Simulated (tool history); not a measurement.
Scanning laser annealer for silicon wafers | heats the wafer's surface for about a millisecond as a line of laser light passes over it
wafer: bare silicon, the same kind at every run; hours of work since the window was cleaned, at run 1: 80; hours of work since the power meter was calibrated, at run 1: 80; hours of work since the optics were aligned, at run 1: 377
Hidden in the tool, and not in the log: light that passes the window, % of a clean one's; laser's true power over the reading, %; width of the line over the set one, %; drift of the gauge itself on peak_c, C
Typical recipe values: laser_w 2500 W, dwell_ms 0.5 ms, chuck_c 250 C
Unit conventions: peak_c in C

| run | day | laser_w | dwell_ms | chuck_c | hours of work since the window was cleaned | hours of work since the power meter was calibrated | hours of work since the optics were aligned | peak_c |
|---|---|---|---|---|---|---|---|---|
| 1 | 0 | 2500 | 0.5 | 250 | 80 | 80 | 377 | 975 |
| 2 | 0.862 | 2500 | 0.5 | 250 | 91 | 91 | 388 | 975 |
| 3 | 2.358 | 2500 | 0.5 | 250 | 110 | 110 | 407 | 970 |
| 4 | 3.717 | 2500 | 0.5 | 231 | 127 | 127 | 424 | 955 |
| 5 | 5.262 | 2500 | 0.5 | 231 | 147 | 147 | 444 | 948 |
| 6 | 6.092 | 2500 | 0.396 | 250 | 158 | 158 | 454 | 886 |
| 7 | 7.383 | 2500 | 0.396 | 250 | 174 | 174 | 471 | 882 |
| 8 | 8.504 | 2732 | 0.5 | 250 | 189 | 189 | 485 | 1028 |
| 9 | 9.954 | 2732 | 0.5 | 250 | 207 | 207 | 504 | 1030 |
| 10 | 11.208 | 2732 | 0.5 | 250 | 223 | 223 | 520 | 1028 |
| 11 | 12.304 | 2732 | 0.47 | 250 | 237 | 237 | 534 | 1003 |
| 12 | 13.242 | 2500 | 0.5 | 250 | 249 | 249 | 546 | 960 |
| 13 | 14.058 | 2500 | 0.5 | 245 | 259 | 259 | 556 | 956 |
| 14 | 14.804 | 2500 | 0.5 | 250 | 269 | 269 | 566 | 957 |
|  | 15.108 | optics aligned, line set to its width |
| 15 | 16.092 | 2500 | 0.374 | 250 | 283 | 283 | 13 | 855 |
| 16 | 17.1 | 2500 | 0.374 | 265 | 296 | 296 | 25 | 871 |
| 17 | 18.196 | 2500 | 0.374 | 265 | 310 | 310 | 39 | 867 |
| 18 | 19.742 | 2500 | 0.374 | 265 | 329 | 329 | 59 | 868 |
| 19 | 21.242 | 2500 | 0.374 | 265 | 349 | 349 | 78 | 865 |
| 20 | 22.267 | 2500 | 0.5 | 250 | 362 | 362 | 91 | 952 |
| 21 | 23.712 | 2500 | 0.5 | 250 | 380 | 380 | 110 | 951 |
|  | 24.338 | optics aligned, line set to its width, once more |
| 22 | 25.312 | 2500 | 0.491 | 250 | 398 | 398 | 12 | 945 |
| 23 | 26.554 | 2380 | 0.466 | 218 | 414 | 414 | 28 | 862 |
|  | 26.8 | window over the wafer cleaned |
| 24 | 27.717 | 2380 | 0.466 | 218 | 12 | 427 | 42 | 889 |
| 25 | 29.333 | 2217 | 0.466 | 218 | 32 | 448 | 63 | 839 |
| 26 | 30.892 | 2217 | 0.466 | 218 | 52 | 468 | 83 | 839 |
| 27 | 32.579 | 2217 | 0.466 | 218 | 74 | 490 | 104 | 838 |
| 28 | 33.679 | 2434 | 0.393 | 256 | 88 | 504 | 118 | 877 |
| 29 | 34.479 | 2580 | 0.422 | 250 | 98 | 514 | 128 | 930 |
| 30 | 35.85 | 2275 | 0.422 | 226 | 116 | 531 | 146 | 830 |
| 31 | 36.804 | 2275 | 0.422 | 226 | 128 | 543 | 158 | 826 |
| 32 | 37.646 | 2188 | 0.543 | 213 | 138 | 554 | 169 | 876 |
| 33 | 38.583 | 2605 | 0.539 | 262 | 150 | 566 | 181 | 1043 |
| 34 | 39.571 | 2506 | 0.5 | 250 | 163 | 579 | 193 | 970 |
| 35 | 41.208 | 2323 | 0.5 | 268 | 184 | 600 | 214 | 932 |
| 36 | 41.962 | 2641 | 0.5 | 287 | 194 | 609 | 224 | 1042 |
| 37 | 43.558 | 2500 | 0.506 | 268 | 214 | 630 | 244 | 984 |
| 38 | 44.638 | 2500 | 0.506 | 268 | 228 | 643 | 258 | 985 |
| 39 | 45.508 | 2454 | 0.544 | 222 | 239 | 655 | 269 | 957 |
| 40 | 46.271 | 2671 | 0.392 | 287 | 249 | 664 | 279 | 952 |
| 41 | 47.275 | 2714 | 0.367 | 267 | 261 | 677 | 292 | 919 |

Below are 3 alternative next runs, each starting from the tool's condition after run 41. Predict each:
| A | 48.962 | 2163 | 0.397 | 260 | 283 | 699 | 313 | ? |
| B | 48.962 | 2688 | 0.437 | 251 | 283 | 699 | 313 | ? |
| C | 48.962 | 2226 | 0.367 | 255 | 283 | 699 | 313 | ? |

| run | peak_c |
|---|---|
| A | 802 |
| B | 959 |
| C | 789 |
Without the tool's unlogged condition, the same runs would have read:
| run | peak_c |
|---|---|
| A | 821 |
| B | 984 |
| C | 808 |
